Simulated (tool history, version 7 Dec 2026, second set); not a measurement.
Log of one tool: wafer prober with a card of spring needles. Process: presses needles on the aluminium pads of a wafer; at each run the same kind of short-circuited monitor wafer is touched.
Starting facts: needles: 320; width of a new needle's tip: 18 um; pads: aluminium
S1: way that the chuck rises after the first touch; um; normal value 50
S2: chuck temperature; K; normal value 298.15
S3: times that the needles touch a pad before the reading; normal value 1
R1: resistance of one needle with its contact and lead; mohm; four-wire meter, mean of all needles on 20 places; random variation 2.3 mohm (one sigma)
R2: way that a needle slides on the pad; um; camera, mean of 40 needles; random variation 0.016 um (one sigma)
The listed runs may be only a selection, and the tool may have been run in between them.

run	hour	S1	S2	S3	R1	R2
1	0	50	298.15	1	438	8.31
# hour 1.9: tips cleaned on abrasive film
# hour 11.1: tips cleaned on abrasive film
# hour 20: tips cleaned on abrasive film
2	27.3	50	298.15	1	454	8.26
# hour 28.7: tips cleaned on abrasive film
# hour 36.6: tips cleaned on abrasive film
# hour 44.4: tips cleaned on abrasive film
3	47.5	50	335.15	1	392	8.24
# hour 51.8: tips cleaned on abrasive film
# hour 59.9: tips cleaned on abrasive film
4	63.1	50	335.15	1	396	8.24
# hour 68.9: tips cleaned on abrasive film
# hour 78.1: tips cleaned on abrasive film
5	78.6	32	298.15	1	376	5.21
# hour 85.8: tips cleaned on abrasive film
6	91.2	32	298.15	1	695	5.2
# hour 94.4: tips cleaned on abrasive film
# hour 102.5: tips cleaned on abrasive film
# hour 110.6: tips cleaned on abrasive film
# hour 118.1: height of the first contact set anew
# hour 120.1: tips cleaned on abrasive film
7	120.7	50	298.15	1	307	8.36
# hour 129.1: tips cleaned on abrasive film
# hour 138: tips cleaned on abrasive film
8	138.6	50	298.15	1	304	8.33
# hour 145.5: tips cleaned on abrasive film
# hour 153.9: tips cleaned on abrasive film
9	154.6	49	298.15	1	311	8.15
# hour 161.6: tips cleaned on abrasive film
# hour 170.7: tips cleaned on abrasive film
10	177	49	298.15	1	461	8.14
# hour 178.9: tips cleaned on abrasive film
# hour 187.2: tips cleaned on abrasive film
11	189.3	49	298.15	1	373	8.1
# hour 195.9: tips cleaned on abrasive film
# hour 204.5: tips cleaned on abrasive film
12	208.3	49	298.15	1	399	8.08
# hour 213.3: tips cleaned on abrasive film
# hour 221.4: tips cleaned on abrasive film
# hour 229.6: tips cleaned on abrasive film
# hour 238.6: tips cleaned on abrasive film
13	238.6	49	298.15	1	280	8.03
# hour 247.7: tips cleaned on abrasive film
14	251.9	49	298.15	1	430	8.04
# hour 255.3: tips cleaned on abrasive film
# hour 264.1: tips cleaned on abrasive film
# hour 272.7: tips cleaned on abrasive film
15	272.7	50	298.15	2	274	8.15
# hour 281.5: tips cleaned on abrasive film
16	284.9	44	388.15	3	365	7.15
# hour 286.9: height of the first contact set anew
# hour 290.6: tips cleaned on abrasive film
# hour 298.6: tips cleaned on abrasive film
17	303.8	44	388.15	3	367	7.34
# hour 307.1: tips cleaned on abrasive film
# hour 316.3: tips cleaned on abrasive film
# hour 324.8: tips cleaned on abrasive film
18	324.8	49	388.15	3	304	8.15
# hour 333.4: tips cleaned on abrasive film
# hour 341.4: tips cleaned on abrasive film
19	348.5	49	388.15	3	361	8.13
# hour 350.3: tips cleaned on abrasive film
# hour 358.7: tips cleaned on abrasive film
20	362.4	40	315.15	2	418	6.62
# hour 367.3: tips cleaned on abrasive film
# hour 376: tips cleaned on abrasive film
# hour 384.7: tips cleaned on abrasive film
21	391.8	57	315.15	2	366	9.39
# hour 393.7: tips cleaned on abrasive film
# hour 402.5: tips cleaned on abrasive film
# hour 410.5: tips cleaned on abrasive film
# hour 419.1: tips cleaned on abrasive film
22	419.4	35	344.15	3	329	5.7
# hour 428.1: tips cleaned on abrasive film
# hour 436.7: tips cleaned on abrasive film
# hour 444.2: tips cleaned on abrasive film
23	444.2	39	318.15	3	295	6.35
# hour 452.4: tips cleaned on abrasive film
# hour 454.5: height of the first contact set anew
24	458.1	39	318.15	3	381	6.53
# hour 461.5: tips cleaned on abrasive film
# hour 470.2: tips cleaned on abrasive film
25	476.7	50	298.15	2	391	8.31
# hour 478.6: tips cleaned on abrasive film
# hour 487.3: tips cleaned on abrasive film
# hour 495.7: tips cleaned on abrasive film
26	500	56	298.15	1	388	9.33
# hour 503.4: tips cleaned on abrasive film
# hour 512.6: tips cleaned on abrasive film
# hour 521.3: tips cleaned on abrasive film
27	522.4	56	298.15	1	311	9.29

Consider 4 possible next runs. They are alternatives, not a sequence: every one starts from the tool as it was left by run 27. What does each give?
# hour 529.4: tips cleaned on abrasive film
# hour 538: tips cleaned on abrasive film
# hour 545.3: tips cleaned on abrasive film
A	546.5	50	360.15	1	?	?
# hour 529.4: tips cleaned on abrasive film
# hour 538: tips cleaned on abrasive film
# hour 545.3: tips cleaned on abrasive film
B	546.5	69	324.15	2	?	?
# hour 529.4: tips cleaned on abrasive film
# hour 538: tips cleaned on abrasive film
# hour 545.3: tips cleaned on abrasive film
C	546.5	56	323.15	1	?	?
# hour 529.4: tips cleaned on abrasive film
# hour 538: tips cleaned on abrasive film
# hour 545.3: tips cleaned on abrasive film
D	546.5	61	298.15	1	?	?

run	R1	R2
A	356	8.26
B	280	11.4
C	328	9.22
D	309	10.07
Stripped of hidden state, with their random variation kept, the same runs would have yielded:
run	R1	R2
A	285	8.39
B	255	11.52
C	268	9.35
D	256	10.19
